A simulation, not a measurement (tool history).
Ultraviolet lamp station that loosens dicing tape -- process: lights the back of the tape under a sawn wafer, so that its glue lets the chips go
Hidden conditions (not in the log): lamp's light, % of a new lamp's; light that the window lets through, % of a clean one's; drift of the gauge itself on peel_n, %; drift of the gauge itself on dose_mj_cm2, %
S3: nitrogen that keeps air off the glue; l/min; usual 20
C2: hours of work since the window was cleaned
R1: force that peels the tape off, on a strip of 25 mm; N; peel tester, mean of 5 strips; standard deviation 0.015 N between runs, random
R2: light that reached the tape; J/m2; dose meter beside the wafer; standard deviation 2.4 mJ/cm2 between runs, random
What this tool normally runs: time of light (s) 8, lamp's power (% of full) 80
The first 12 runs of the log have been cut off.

Run 13, day 14.188: usual settings but lamp's power (% of full) 78; hours of work of the lamp 879; C2 250. Result: R1 0.737 N, R2 2570 J/m2.
Run 14, day 15.208: usual settings but S3 7 l/min; hours of work of the lamp 895; C2 266. Result: R1 1.164 N, R2 2660 J/m2.
Run 15, day 16.467: usual settings but S3 7 l/min; hours of work of the lamp 914; C2 285. Result: R1 1.136 N, R2 2550 J/m2.
Run 16, day 17.162: usual settings but S3 7 l/min; hours of work of the lamp 925; C2 296. Result: R1 1.203 N, R2 2610 J/m2.
Run 17, day 18.333: usual settings but S3 7 l/min; hours of work of the lamp 943; C2 314. Result: R1 1.129 N, R2 2620 J/m2.
At day 18.762: window cleaned of glue's vapour.
Run 18, day 19.567: usual settings but S3 7 l/min; hours of work of the lamp 961; C2 12. Result: R1 1.114 N, R2 2620 J/m2.
Run 19, day 20.617: usual settings but S3 7 l/min; hours of work of the lamp 977; C2 28. Result: R1 1.128 N, R2 2620 J/m2.
Run 20, day 21.454: usual settings; hours of work of the lamp 990; C2 41. Result: R1 0.722 N, R2 2650 J/m2.
Run 21, day 22.654: usual settings but time of light (s) 6; hours of work of the lamp 1009; C2 60. Result: R1 1.285 N, R2 1950 J/m2.
Run 22, day 23.946: usual settings but time of light (s) 6; hours of work of the lamp 1028; C2 79. Result: R1 1.266 N, R2 1950 J/m2.
Run 23, day 25.225: usual settings but time of light (s) 6; hours of work of the lamp 1048; C2 99. Result: R1 1.224 N, R2 1950 J/m2.
Run 24, day 26.129: usual settings but lamp's power (% of full) 67; hours of work of the lamp 1062; C2 113. Result: R1 1.046 N, R2 2150 J/m2.
Run 25, day 27.117: usual settings but time of light (s) 9, lamp's power (% of full) 88, S3 9 l/min; hours of work of the lamp 1077; C2 128. Result: R1 0.664 N, R2 3170 J/m2.
Run 26, day 28.388: usual settings but time of light (s) 9, lamp's power (% of full) 88, S3 9 l/min; hours of work of the lamp 1097; C2 148. Result: R1 0.669 N, R2 3210 J/m2.
Run 27, day 29.471: usual settings but time of light (s) 9, lamp's power (% of full) 88, S3 9 l/min; hours of work of the lamp 1113; C2 164. Result: R1 0.661 N, R2 3170 J/m2.
Run 28, day 30.546: usual settings but lamp's power (% of full) 94, S3 22 l/min; hours of work of the lamp 1130; C2 181. Result: R1 0.486 N, R2 3060 J/m2.
Run 29, day 31.275: usual settings but time of light (s) 13, S3 22 l/min; hours of work of the lamp 1141; C2 192. Result: R1 0.215 N, R2 4210 J/m2.
Run 30, day 31.971: usual settings but time of light (s) 13, lamp's power (% of full) 61, S3 17 l/min; hours of work of the lamp 1152; C2 203. Result: R1 0.474 N, R2 3230 J/m2.
Run 31, day 32.838: usual settings but time of light (s) 10, S3 18 l/min; hours of work of the lamp 1165; C2 216. Result: R1 0.448 N, R2 3250 J/m2.
Run 32, day 33.992: usual settings but time of light (s) 14, lamp's power (% of full) 93, S3 18 l/min; hours of work of the lamp 1183; C2 234. Result: R1 0.142 N, R2 5250 J/m2.
Run 33, day 34.862: usual settings but time of light (s) 14, lamp's power (% of full) 93, S3 18 l/min; hours of work of the lamp 1196; C2 247. Result: R1 0.141 N, R2 5280 J/m2.
Run 34, day 36.233: usual settings but time of light (s) 14, lamp's power (% of full) 93, S3 18 l/min; hours of work of the lamp 1217; C2 268. Result: R1 0.142 N, R2 5290 J/m2.
Run 35, day 37.033: usual settings but time of light (s) 4, lamp's power (% of full) 92, S3 12 l/min; hours of work of the lamp 1229; C2 280. Result: R1 2.217 N, R2 1490 J/m2.
Run 36, day 37.854: usual settings but lamp's power (% of full) 70; hours of work of the lamp 1242; C2 293. Result: R1 0.908 N, R2 2280 J/m2.
Run 37, day 38.625: usual settings but lamp's power (% of full) 70; hours of work of the lamp 1254; C2 305. Result: R1 0.971 N, R2 2240 J/m2.

Run 38 comes next. What will it give?
At day 39.646: window cleaned of glue's vapour.
Run 38, day 39.704: usual settings but time of light (s) 5, S3 7 l/min; hours of work of the lamp 1270; C2 1. Result: R1 ?, R2 ?.

R1: 2.352 N
R2: 1630 J/m2
Take away the tool's hidden state, keep the run-to-run variation as it was, and the same run would have given R1 2.346 N, R2 1630 J/m2.
